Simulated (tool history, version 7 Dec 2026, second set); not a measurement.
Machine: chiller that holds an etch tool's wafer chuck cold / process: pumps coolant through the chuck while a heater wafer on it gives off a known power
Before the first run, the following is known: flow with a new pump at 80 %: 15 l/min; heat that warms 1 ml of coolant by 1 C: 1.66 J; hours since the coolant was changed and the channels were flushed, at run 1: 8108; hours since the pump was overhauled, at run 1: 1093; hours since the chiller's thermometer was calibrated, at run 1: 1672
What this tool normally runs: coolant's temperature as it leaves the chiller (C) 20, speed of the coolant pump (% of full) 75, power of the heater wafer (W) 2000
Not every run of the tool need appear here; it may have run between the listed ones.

run,day,coolant's temperature as it leaves the chiller (C),speed of the coolant pump (% of full),power of the heater wafer (W),hours since the coolant was changed and the channels were flushed,hours since the pump was overhauled,hours since the chiller's thermometer was calibrated,chuck's temperature once it has settled (C),how much warmer the coolant comes back (C)
1,0.000,20,75,2000,8108,1093,1672,37.4,5.19
2,1.258,20,75,2000,8138,1123,1702,37.5,5.15
3,3.500,20,75,2000,8192,1177,1756,37.2,5.15
4,5.400,20,75,2000,8237,1223,1801,37.6,5.21
5,6.700,20,75,2000,8269,1254,1832,37.7,5.15
6,8.100,20,75,2000,8302,1288,1866,37.4,5.02
7,9.150,20,75,2000,8327,1313,1891,37.4,5.11
8,11.225,20,75,2000,8377,1363,1941,37.3,5.10
9,12.283,20,75,2000,8403,1388,1967,37.5,5.07
10,13.525,20,75,1683,8432,1418,1996,34.7,4.21
11,14.996,20,75,1683,8468,1453,2032,34.7,4.19
12,16.817,12,75,2000,8511,1497,2075,29.4,5.06
13,17.833,16,75,2000,8536,1521,2100,33.6,5.05
14,18.867,16,75,2000,8560,1546,2124,33.5,4.98
15,20.479,16,75,2000,8599,1585,2163,33.3,5.04
16,22.642,16,75,2000,8651,1637,2215,33.4,4.95
17,23.900,16,87,1233,8681,1667,2245,25.5,2.66
18,25.088,18,80,2138,8710,1695,2274,35.6,4.98
19,26.471,18,80,2138,8743,1729,2307,35.5,4.97
20,28.538,20,82,2745,8793,1778,2357,42.3,6.22
21,29.979,20,69,2000,8827,1813,2391,38.7,5.44
22,31.579,18,61,1725,8866,1851,2430,35.7,5.29
23,32.829,18,61,1725,8896,1881,2460,35.9,5.24
24,35.029,14,99,1720,8948,1934,2512,25.8,3.05
25,37.200,14,75,1720,9000,1986,2564,29.0,4.17
26,38.617,14,75,1720,9035,2020,2598,29.0,4.17
27,39.729,14,90,1463,9061,2047,2625,25.2,2.91
28,40.675,14,90,1463,9084,2069,2648,24.9,2.88
# day 41.242: coolant changed, channels flushed
29,42.829,18,75,1776,38,2115,2694,33.5,4.32
30,44.929,18,67,1776,89,2165,2744,34.9,4.87
31,47.025,26,91,2549,139,2216,2794,45.1,5.00

What differs in the tool's unlogged condition from the final listed run ahead of each entry between runs to the first listed run following it?
Logged between run 28 and run 29: coolant changed, channels flushed (day 41.242)
  heat passed by the chuck's channels, % of clean ones': 99.8 -> 100; drift of the gauge itself on warmer_back_c, C: -0.25 -> -0.27
  difference, measured minus the result without the unlogged condition, how much warmer the coolant comes back (C): -0.26 -> -0.27
